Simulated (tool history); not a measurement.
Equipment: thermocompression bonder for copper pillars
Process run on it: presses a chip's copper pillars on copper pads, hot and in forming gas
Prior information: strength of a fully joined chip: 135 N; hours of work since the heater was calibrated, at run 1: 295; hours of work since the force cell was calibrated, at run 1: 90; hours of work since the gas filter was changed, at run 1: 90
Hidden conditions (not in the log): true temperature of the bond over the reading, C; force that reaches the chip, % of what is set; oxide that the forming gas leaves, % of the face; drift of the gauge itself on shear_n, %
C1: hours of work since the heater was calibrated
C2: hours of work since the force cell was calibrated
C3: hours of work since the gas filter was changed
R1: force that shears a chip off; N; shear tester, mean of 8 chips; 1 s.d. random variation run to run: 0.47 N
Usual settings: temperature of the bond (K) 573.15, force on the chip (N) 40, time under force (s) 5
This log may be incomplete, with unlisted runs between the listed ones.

{"run": 1, "hour": 0.0, "temperature of the bond (K)": 573.15, "force on the chip (N)": 40, "time under force (s)": 5, "C1": 295, "C2": 90, "C3": 90, "R1": 47.0}
{"run": 2, "hour": 41.2, "temperature of the bond (K)": 573.15, "force on the chip (N)": 40, "time under force (s)": 5, "C1": 320, "C2": 115, "C3": 115, "R1": 46.7}
{"run": 3, "hour": 75.1, "temperature of the bond (K)": 573.15, "force on the chip (N)": 40, "time under force (s)": 5, "C1": 340, "C2": 135, "C3": 135, "R1": 46.3}
{"run": 4, "hour": 113.0, "temperature of the bond (K)": 573.15, "force on the chip (N)": 40, "time under force (s)": 5, "C1": 362, "C2": 157, "C3": 157, "R1": 46.8}
{"hour": 141.4, "done": "forming gas filter changed"}
{"run": 5, "hour": 153.1, "temperature of the bond (K)": 573.15, "force on the chip (N)": 40, "time under force (s)": 5, "C1": 386, "C2": 180, "C3": 7, "R1": 49.9}
{"run": 6, "hour": 198.4, "temperature of the bond (K)": 573.15, "force on the chip (N)": 40, "time under force (s)": 5, "C1": 413, "C2": 207, "C3": 34, "R1": 48.5}
{"run": 7, "hour": 227.1, "temperature of the bond (K)": 573.15, "force on the chip (N)": 40, "time under force (s)": 5, "C1": 430, "C2": 224, "C3": 51, "R1": 48.4}
{"run": 8, "hour": 276.3, "temperature of the bond (K)": 573.15, "force on the chip (N)": 40, "time under force (s)": 5, "C1": 459, "C2": 254, "C3": 80, "R1": 48.4}
{"run": 9, "hour": 327.1, "temperature of the bond (K)": 573.15, "force on the chip (N)": 40, "time under force (s)": 5, "C1": 489, "C2": 284, "C3": 110, "R1": 48.0}
{"run": 10, "hour": 374.1, "temperature of the bond (K)": 573.15, "force on the chip (N)": 40, "time under force (s)": 5, "C1": 517, "C2": 311, "C3": 138, "R1": 47.3}
{"run": 11, "hour": 401.6, "temperature of the bond (K)": 573.15, "force on the chip (N)": 40, "time under force (s)": 11, "C1": 533, "C2": 328, "C3": 154, "R1": 63.3}
{"hour": 431.8, "done": "forming gas filter changed"}
{"run": 12, "hour": 431.8, "temperature of the bond (K)": 573.15, "force on the chip (N)": 40, "time under force (s)": 3, "C1": 551, "C2": 345, "C3": 0, "R1": 40.7}
{"run": 13, "hour": 458.1, "temperature of the bond (K)": 573.15, "force on the chip (N)": 40, "time under force (s)": 3, "C1": 566, "C2": 361, "C3": 16, "R1": 40.1}
{"run": 14, "hour": 486.8, "temperature of the bond (K)": 573.15, "force on the chip (N)": 40, "time under force (s)": 5, "C1": 583, "C2": 378, "C3": 33, "R1": 49.5}
{"run": 15, "hour": 510.0, "temperature of the bond (K)": 573.15, "force on the chip (N)": 40, "time under force (s)": 5, "C1": 597, "C2": 392, "C3": 46, "R1": 48.8}
{"run": 16, "hour": 541.3, "temperature of the bond (K)": 573.15, "force on the chip (N)": 40, "time under force (s)": 5, "C1": 616, "C2": 410, "C3": 65, "R1": 49.2}
{"run": 17, "hour": 566.3, "temperature of the bond (K)": 573.15, "force on the chip (N)": 40, "time under force (s)": 5, "C1": 630, "C2": 425, "C3": 80, "R1": 49.7}
{"run": 18, "hour": 591.6, "temperature of the bond (K)": 573.15, "force on the chip (N)": 40, "time under force (s)": 7, "C1": 645, "C2": 440, "C3": 95, "R1": 54.2}
{"run": 19, "hour": 613.7, "temperature of the bond (K)": 573.15, "force on the chip (N)": 39, "time under force (s)": 7, "C1": 658, "C2": 453, "C3": 108, "R1": 53.6}
{"run": 20, "hour": 664.5, "temperature of the bond (K)": 573.15, "force on the chip (N)": 39, "time under force (s)": 7, "C1": 689, "C2": 483, "C3": 138, "R1": 54.4}
{"run": 21, "hour": 701.3, "temperature of the bond (K)": 552.15, "force on the chip (N)": 25, "time under force (s)": 8, "C1": 710, "C2": 505, "C3": 160, "R1": 35.5}
{"hour": 725.2, "done": "forming gas filter changed"}
{"run": 22, "hour": 725.2, "temperature of the bond (K)": 552.15, "force on the chip (N)": 25, "time under force (s)": 8, "C1": 724, "C2": 519, "C3": 0, "R1": 38.7}
{"run": 23, "hour": 754.9, "temperature of the bond (K)": 587.15, "force on the chip (N)": 32, "time under force (s)": 4, "C1": 742, "C2": 536, "C3": 18, "R1": 45.1}
{"run": 24, "hour": 801.5, "temperature of the bond (K)": 556.15, "force on the chip (N)": 45, "time under force (s)": 5, "C1": 769, "C2": 564, "C3": 45, "R1": 45.0}
{"run": 25, "hour": 830.4, "temperature of the bond (K)": 586.15, "force on the chip (N)": 35, "time under force (s)": 4, "C1": 787, "C2": 581, "C3": 62, "R1": 46.8}
{"run": 26, "hour": 859.7, "temperature of the bond (K)": 595.15, "force on the chip (N)": 38, "time under force (s)": 7, "C1": 804, "C2": 599, "C3": 80, "R1": 65.3}
{"run": 27, "hour": 881.8, "temperature of the bond (K)": 557.15, "force on the chip (N)": 38, "time under force (s)": 7, "C1": 817, "C2": 612, "C3": 93, "R1": 47.1}
{"run": 28, "hour": 906.4, "temperature of the bond (K)": 578.15, "force on the chip (N)": 35, "time under force (s)": 5, "C1": 832, "C2": 626, "C3": 107, "R1": 48.4}
{"run": 29, "hour": 928.4, "temperature of the bond (K)": 558.15, "force on the chip (N)": 25, "time under force (s)": 5, "C1": 845, "C2": 639, "C3": 120, "R1": 32.4}
{"run": 30, "hour": 978.1, "temperature of the bond (K)": 590.15, "force on the chip (N)": 30, "time under force (s)": 11, "C1": 874, "C2": 669, "C3": 150, "R1": 63.7}
{"hour": 1017.4, "done": "forming gas filter changed"}
{"run": 31, "hour": 1022.1, "temperature of the bond (K)": 590.15, "force on the chip (N)": 30, "time under force (s)": 11, "C1": 900, "C2": 694, "C3": 3, "R1": 67.4}
{"run": 32, "hour": 1070.7, "temperature of the bond (K)": 559.15, "force on the chip (N)": 36, "time under force (s)": 3, "C1": 929, "C2": 723, "C3": 32, "R1": 33.8}
{"run": 33, "hour": 1093.6, "temperature of the bond (K)": 578.15, "force on the chip (N)": 35, "time under force (s)": 5, "C1": 942, "C2": 737, "C3": 45, "R1": 49.4}
{"run": 34, "hour": 1122.7, "temperature of the bond (K)": 553.15, "force on the chip (N)": 40, "time under force (s)": 4, "C1": 959, "C2": 754, "C3": 62, "R1": 37.7}
{"run": 35, "hour": 1157.3, "temperature of the bond (K)": 553.15, "force on the chip (N)": 40, "time under force (s)": 4, "C1": 980, "C2": 775, "C3": 83, "R1": 37.5}
{"run": 36, "hour": 1205.4, "temperature of the bond (K)": 553.15, "force on the chip (N)": 36, "time under force (s)": 4, "C1": 1008, "C2": 803, "C3": 111, "R1": 35.8}
{"run": 37, "hour": 1254.1, "temperature of the bond (K)": 555.15, "force on the chip (N)": 29, "time under force (s)": 7, "C1": 1037, "C2": 832, "C3": 140, "R1": 39.4}
{"run": 38, "hour": 1281.9, "temperature of the bond (K)": 553.15, "force on the chip (N)": 37, "time under force (s)": 11, "C1": 1054, "C2": 848, "C3": 157, "R1": 52.1}
{"hour": 1309.6, "done": "forming gas filter changed"}
{"run": 39, "hour": 1334.9, "temperature of the bond (K)": 553.15, "force on the chip (N)": 25, "time under force (s)": 5, "C1": 1085, "C2": 879, "C3": 15, "R1": 31.8}

Predict each of these 4 candidate next runs independently; none follows another, all start after run 39:
{"run": "A", "hour": 1385.1, "temperature of the bond (K)": 580.15, "force on the chip (N)": 27, "time under force (s)": 11, "C1": 1115, "C2": 909, "C3": 45, "R1": "?"}
{"run": "B", "hour": 1385.1, "temperature of the bond (K)": 551.15, "force on the chip (N)": 52, "time under force (s)": 7, "C1": 1115, "C2": 909, "C3": 45, "R1": "?"}
{"run": "C", "hour": 1385.1, "temperature of the bond (K)": 553.15, "force on the chip (N)": 28, "time under force (s)": 7, "C1": 1115, "C2": 909, "C3": 45, "R1": "?"}
{"run": "D", "hour": 1385.1, "temperature of the bond (K)": 591.15, "force on the chip (N)": 25, "time under force (s)": 5, "C1": 1115, "C2": 909, "C3": 45, "R1": "?"}

run=A R1=58.4
run=B R1=53.9
run=C R1=38.1
run=D R1=45.5
Without the tool's unlogged condition, the same runs would have read:
run=A R1=56.9
run=B R1=52.2
run=C R1=36.7
run=D R1=44.3
